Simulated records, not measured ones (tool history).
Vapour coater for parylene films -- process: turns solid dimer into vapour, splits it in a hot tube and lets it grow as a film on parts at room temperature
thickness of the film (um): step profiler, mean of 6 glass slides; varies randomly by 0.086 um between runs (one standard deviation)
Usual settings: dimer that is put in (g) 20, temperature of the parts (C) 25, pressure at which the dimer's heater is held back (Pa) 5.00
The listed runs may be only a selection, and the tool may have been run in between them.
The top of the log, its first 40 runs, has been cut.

run	hour	dimer that is put in (g)	temperature of the parts (C)	pressure at which the dimer's heater is held back (Pa)	hours of work since the trap's valve was overhauled	hours of work since the table's thermometer was calibrated	thickness of the film (um)
41	666.2	24	19	5.00	253	623	18.56
42	683.3	15	33	6.48	261	631	7.25
43	701.1	15	33	6.48	270	639	7.30
44	710.6	15	19	8.13	274	643	10.46
45	731.1	31	21	8.13	283	653	20.39
46	744.2	26	26	8.13	289	659	14.57
47	762.9	19	24	4.35	298	667	12.99
48	778.3	10	24	4.35	305	674	6.80

Here are 3 independent what-if runs from the current tool condition. What would each one return?
A	800.3	10	24	6.47	315	685	?
B	800.3	16	17	3.85	315	685	?
C	800.3	33	35	2.91	315	685	?

run	thickness of the film (um)
A	6.27
B	13.88
C	17.86
The same runs, with their run-to-run variation unchanged, on a tool lacking any hidden condition would have given:
run	thickness of the film (um)
A	6.92
B	15.32
C	19.71
